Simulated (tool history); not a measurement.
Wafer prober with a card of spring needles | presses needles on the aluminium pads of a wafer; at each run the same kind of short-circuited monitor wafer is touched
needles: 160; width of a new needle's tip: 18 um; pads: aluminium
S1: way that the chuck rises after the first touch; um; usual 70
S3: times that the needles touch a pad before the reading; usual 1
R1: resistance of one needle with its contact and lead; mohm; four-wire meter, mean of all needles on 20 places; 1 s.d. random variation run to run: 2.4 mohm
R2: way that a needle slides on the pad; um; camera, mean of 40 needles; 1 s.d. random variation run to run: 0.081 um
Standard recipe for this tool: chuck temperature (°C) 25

Run 1, day 0: usual settings. Result: R1 273 mohm, R2 17.03 um.
Run 2, day 0.2: usual settings. Result: R1 271 mohm, R2 17.1 um.
At day 0.479: tips cleaned on abrasive film.
Run 3, day 0.479: usual settings. Result: R1 275 mohm, R2 17.11 um.
Run 4, day 0.692: usual settings but S3 2. Result: R1 273 mohm, R2 17.27 um.
At day 0.967: tips cleaned on abrasive film.
Run 5, day 1.142: usual settings but chuck temperature (°C) 64, S3 2. Result: R1 282 mohm, R2 17.01 um.
Run 6, day 1.354: usual settings but chuck temperature (°C) 65. Result: R1 289 mohm, R2 17.13 um.
At day 1.442: tips cleaned on abrasive film.
Run 7, day 1.612: usual settings but chuck temperature (°C) 65. Result: R1 282 mohm, R2 16.89 um.
At day 1.942: tips cleaned on abrasive film.
Run 8, day 2.062: usual settings but chuck temperature (°C) 65. Result: R1 287 mohm, R2 17.03 um.
Run 9, day 2.296: usual settings but S1 82 um, chuck temperature (°C) 65. Result: R1 285 mohm, R2 19.93 um.
At day 2.425: tips cleaned on abrasive film.
Run 10, day 2.533: usual settings but S1 85 um, chuck temperature (°C) 65. Result: R1 286 mohm, R2 20.88 um.
Run 11, day 2.792: usual settings but S1 85 um, chuck temperature (°C) 65. Result: R1 283 mohm, R2 20.83 um.
At day 2.896: tips cleaned on abrasive film.
Run 12, day 3.138: usual settings but S1 72 um. Result: R1 273 mohm, R2 17.47 um.
At day 3.375: tips cleaned on abrasive film.
Run 13, day 3.483: usual settings but S3 3. Result: R1 267 mohm, R2 16.98 um.
At day 3.517: height of the first contact set anew.
At day 3.858: tips cleaned on abrasive film.
Run 14, day 3.879: usual settings but S1 63 um, chuck temperature (°C) 41, S3 3. Result: R1 278 mohm, R2 15.39 um.
Run 15, day 4.221: usual settings but S1 63 um, chuck temperature (°C) 41, S3 3. Result: R1 279 mohm, R2 15.43 um.
At day 4.354: tips cleaned on abrasive film.
Run 16, day 4.633: usual settings but S1 62 um, chuck temperature (°C) 74. Result: R1 289 mohm, R2 15.02 um.
At day 4.833: tips cleaned on abrasive film.
Run 17, day 4.942: usual settings but S1 62 um, chuck temperature (°C) 74. Result: R1 287 mohm, R2 14.88 um.
Run 18, day 5.3: usual settings but S1 62 um, chuck temperature (°C) 74. Result: R1 290 mohm, R2 14.95 um.
At day 5.333: tips cleaned on abrasive film.
Run 19, day 5.55: usual settings but S1 62 um, chuck temperature (°C) 74. Result: R1 286 mohm, R2 15.04 um.
At day 5.812: tips cleaned on abrasive film.
Run 20, day 5.821: usual settings but S1 89 um, chuck temperature (°C) 74. Result: R1 281 mohm, R2 21.59 um.
Run 21, day 6.129: usual settings but S1 60 um, S3 2. Result: R1 276 mohm, R2 14.48 um.
At day 6.317: tips cleaned on abrasive film.
Run 22, day 6.467: usual settings but S1 62 um, S3 2. Result: R1 273 mohm, R2 14.89 um.
Run 23, day 6.771: usual settings but S1 62 um, S3 2. Result: R1 280 mohm, R2 14.88 um.
At day 6.808: tips cleaned on abrasive film.
Run 24, day 7.2: usual settings but S1 62 um, chuck temperature (°C) 97, S3 2. Result: R1 298 mohm, R2 14.87 um.
At day 7.296: tips cleaned on abrasive film.
Run 25, day 7.554: usual settings but S1 83 um, chuck temperature (°C) 102. Result: R1 294 mohm, R2 19.99 um.

Consider 5 possible next runs. They are alternatives, not a sequence: every one starts from the tool as it was left by run 25. What does each give?
At day 7.792: tips cleaned on abrasive film.
Run A, day 8.004: usual settings but S1 78 um, chuck temperature (°C) 85. Result: R1 ?, R2 ?.
At day 7.792: tips cleaned on abrasive film.
Run B, day 8.004: usual settings but S1 64 um, chuck temperature (°C) 34. Result: R1 ?, R2 ?.
At day 7.792: tips cleaned on abrasive film.
Run C, day 8.004: usual settings but S1 85 um, chuck temperature (°C) 77. Result: R1 ?, R2 ?.
At day 7.792: tips cleaned on abrasive film.
Run D, day 8.004: usual settings but S1 87 um. Result: R1 ?, R2 ?.
At day 7.792: tips cleaned on abrasive film.
Run E, day 8.004: usual settings but S1 57 um, chuck temperature (°C) 118. Result: R1 ?, R2 ?.

run   R1     R2
  A  289  18.72
  B  279  15.37
  C  288  20.31
  D  270  20.91
  E  305  13.72
With no hidden state in the tool, these same runs would have given:
run   R1     R2
  A  289  19.13
  B  279   15.7
  C  288  20.76
  D  270  21.37
  E  305  14.02
